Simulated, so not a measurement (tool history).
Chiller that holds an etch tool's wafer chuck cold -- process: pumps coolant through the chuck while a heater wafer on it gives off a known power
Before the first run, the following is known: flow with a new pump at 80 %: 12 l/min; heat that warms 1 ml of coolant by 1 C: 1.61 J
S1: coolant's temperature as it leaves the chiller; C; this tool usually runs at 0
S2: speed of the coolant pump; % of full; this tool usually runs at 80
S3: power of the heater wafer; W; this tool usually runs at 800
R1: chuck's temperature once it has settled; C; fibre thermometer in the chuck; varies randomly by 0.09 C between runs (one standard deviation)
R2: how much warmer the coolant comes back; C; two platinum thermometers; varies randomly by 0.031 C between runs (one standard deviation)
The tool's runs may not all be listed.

run 1 day=0.000 | S1=0 S2=80 S3=800 | R1=6.75 R2=2.42
run 2 day=4.175 | S1=0 S2=80 S3=800 | R1=6.59 R2=2.49
run 3 day=8.646 | S1=0 S2=80 S3=635 | R1=5.16 R2=1.98
run 4 day=15.379 | S1=0 S2=80 S3=635 | R1=5.21 R2=2.03
run 5 day=23.096 | S1=0 S2=85 S3=635 | R1=5.17 R2=1.91
run 6 day=26.788 | S1=0 S2=63 S3=635 | R1=5.88 R2=2.57
run 7 day=31.329 | S1=0 S2=63 S3=635 | R1=5.84 R2=2.55
-- day=34.808 coolant changed, channels flushed
run 8 day=38.388 | S1=0 S2=63 S3=635 | R1=5.60 R2=2.60
run 9 day=46.092 | S1=0 S2=80 S3=800 | R1=5.99 R2=2.58
run 10 day=50.358 | S1=0 S2=80 S3=427 | R1=3.24 R2=1.39
run 11 day=55.396 | S1=-2 S2=80 S3=800 | R1=3.83 R2=2.57
run 12 day=61.746 | S1=-2 S2=80 S3=800 | R1=4.03 R2=2.59
run 13 day=70.483 | S1=0 S2=80 S3=800 | R1=5.81 R2=2.59
run 14 day=79.083 | S1=0 S2=80 S3=800 | R1=6.18 R2=2.62
run 15 day=84.692 | S1=0 S2=80 S3=800 | R1=5.90 R2=2.58
run 16 day=88.454 | S1=0 S2=80 S3=800 | R1=6.01 R2=2.64
run 17 day=95.908 | S1=0 S2=80 S3=800 | R1=6.02 R2=2.60
run 18 day=102.446 | S1=0 S2=80 S3=800 | R1=5.92 R2=2.60
run 19 day=107.662 | S1=1 S2=83 S3=563 | R1=4.85 R2=1.76
run 20 day=112.004 | S1=1 S2=83 S3=563 | R1=4.94 R2=1.82
-- day=112.954 coolant pump overhauled
run 21 day=120.050 | S1=8 S2=82 S3=800 | R1=14.02 R2=2.60
run 22 day=125.688 | S1=3 S2=61 S3=455 | R1=6.79 R2=2.02
run 23 day=130.733 | S1=9 S2=66 S3=837 | R1=16.01 R2=3.43
-- day=135.996 chiller's thermometer calibrated
run 24 day=135.996 | S1=-7 S2=85 S3=917 | R1=0.19 R2=2.91

Run 25 has not been measured yet. What should we expect?
run 25 day=143.025 | S1=-7 S2=85 S3=917 | R1=? R2=?

R1: 0.40 C
R2: 2.91 C
Were there no unlogged condition in the tool, this run, its random variation unchanged, would have produced R1 -0.09 C, R2 2.65 C.
